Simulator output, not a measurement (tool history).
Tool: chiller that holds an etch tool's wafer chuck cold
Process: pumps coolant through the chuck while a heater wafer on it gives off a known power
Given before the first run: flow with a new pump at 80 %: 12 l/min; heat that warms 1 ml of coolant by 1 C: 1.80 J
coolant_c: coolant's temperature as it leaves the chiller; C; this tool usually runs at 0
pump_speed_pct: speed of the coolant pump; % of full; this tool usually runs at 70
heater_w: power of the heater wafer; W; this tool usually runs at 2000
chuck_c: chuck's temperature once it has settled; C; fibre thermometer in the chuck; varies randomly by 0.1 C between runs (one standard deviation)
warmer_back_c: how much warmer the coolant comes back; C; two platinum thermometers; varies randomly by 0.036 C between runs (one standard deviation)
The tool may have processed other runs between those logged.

run,hour,coolant_c,pump_speed_pct,heater_w,chuck_c,warmer_back_c
1,0.0,0,70,2000,24.1,6.51
2,70.7,0,70,2000,24.1,6.44
3,120.5,0,70,2000,24.4,6.51
4,163.9,0,70,2000,24.3,6.46
5,195.5,8,70,2000,32.3,6.55
6,230.2,10,70,2000,34.3,6.51
# hour 235.0: chiller's thermometer calibrated
7,276.2,10,70,2000,34.4,6.64
8,339.1,10,70,2000,34.4,6.54
9,388.3,10,70,2000,34.5,6.55
# hour 405.2: chiller's thermometer calibrated, once more
10,431.3,9,70,2000,33.8,6.63
11,481.6,7,66,2164,34.8,7.60
12,545.3,7,66,2164,35.0,7.59
13,604.1,7,82,1839,28.2,5.14
14,660.6,9,70,1420,26.8,4.75
15,713.9,-3,63,1668,19.3,6.24
16,780.3,6,99,2000,26.9,4.60
17,841.9,0,70,1204,15.3,4.00
18,896.8,0,70,1617,20.6,5.43
19,944.9,-3,71,2097,23.6,6.90

Measured result minus the same run's result without the hidden state. Both carry the same run-to-run variation, though not necessarily the same gauge scatter:
The tool's hidden condition here consists of: heat passed by the chuck's channels, % of clean ones'; flow at a given pump speed, % of a new pump's; coolant's true temperature over the reading, C; drift of the gauge itself on chuck_c, C; drift of the gauge itself on warmer_back_c, C.
run,chuck_c,warmer_back_c
1,+1.1,+0.09
2,+1.2,+0.11
3,+1.2,+0.12
4,+1.3,+0.13
5,+1.3,+0.14
6,+1.3,+0.14
7,+1.4,+0.15
8,+1.5,+0.17
9,+1.5,+0.18
10,+1.8,+0.19
11,+2.1,+0.22
12,+2.2,+0.24
13,+1.7,+0.17
14,+1.5,+0.17
15,+1.9,+0.23
16,+1.9,+0.18
17,+1.4,+0.17
18,+2.0,+0.23
19,+2.6,+0.31
